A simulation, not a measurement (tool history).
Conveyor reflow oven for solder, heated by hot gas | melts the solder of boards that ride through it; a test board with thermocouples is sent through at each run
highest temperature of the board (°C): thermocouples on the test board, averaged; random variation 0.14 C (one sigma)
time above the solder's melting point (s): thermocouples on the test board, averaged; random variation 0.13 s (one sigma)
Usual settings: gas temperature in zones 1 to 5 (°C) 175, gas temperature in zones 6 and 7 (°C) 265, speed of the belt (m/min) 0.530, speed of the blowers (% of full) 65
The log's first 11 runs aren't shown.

run	day	gas temperature in zones 1 to 5 (°C)	gas temperature in zones 6 and 7 (°C)	speed of the belt (m/min)	speed of the blowers (% of full)	highest temperature of the board (°C)	time above the solder's melting point (s)
# day 9.225: flux residue cleaned out of gas plates and filters, once more
12	9.288	175	265	0.530	65	248.0	56.7
13	9.933	175	265	0.530	65	248.0	56.7
14	10.925	175	265	0.530	65	247.6	56.7
15	11.583	175	265	0.530	65	247.6	56.6
16	12.400	175	277	0.457	65	262.8	79.1
17	13.154	160	265	0.530	65	244.9	48.8
18	13.662	160	265	0.530	65	244.7	48.5
19	14.625	175	265	0.580	65	244.5	48.2
20	15.062	183	265	0.530	65	249.0	61.1
21	15.725	183	269	0.530	65	252.5	63.8
22	16.454	179	258	0.535	52	238.3	46.9
23	17.125	169	258	0.451	52	241.8	58.3
24	18.004	169	258	0.451	52	241.7	58.1
25	18.983	175	258	0.532	65	241.1	50.1
26	19.425	175	270	0.462	65	255.4	73.2
27	19.971	178	278	0.521	77	261.7	69.7
28	20.988	163	269	0.510	65	249.4	56.4
29	21.554	161	256	0.600	68	233.0	29.8
30	22.412	174	253	0.591	63	232.8	33.5

Forecast each of these 5 alternatives for the next run:
A	22.904	185	279	0.433	65	?	?
B	22.904	175	280	0.583	65	?	?
C	22.904	167	261	0.444	63	?	?
D	22.904	173	253	0.485	63	?	?
E	22.904	174	269	0.630	60	?	?

run	highest temperature of the board (°C)	time above the solder's melting point (s)
A	266.8	90.6
B	256.0	56.6
C	246.7	65.2
D	238.4	52.0
E	241.8	40.5
Without the tool's hidden state the same runs would have given:
run	highest temperature of the board (°C)	time above the solder's melting point (s)
A	267.9	89.2
B	257.0	56.0
C	247.8	64.8
D	239.5	52.2
E	242.8	40.5
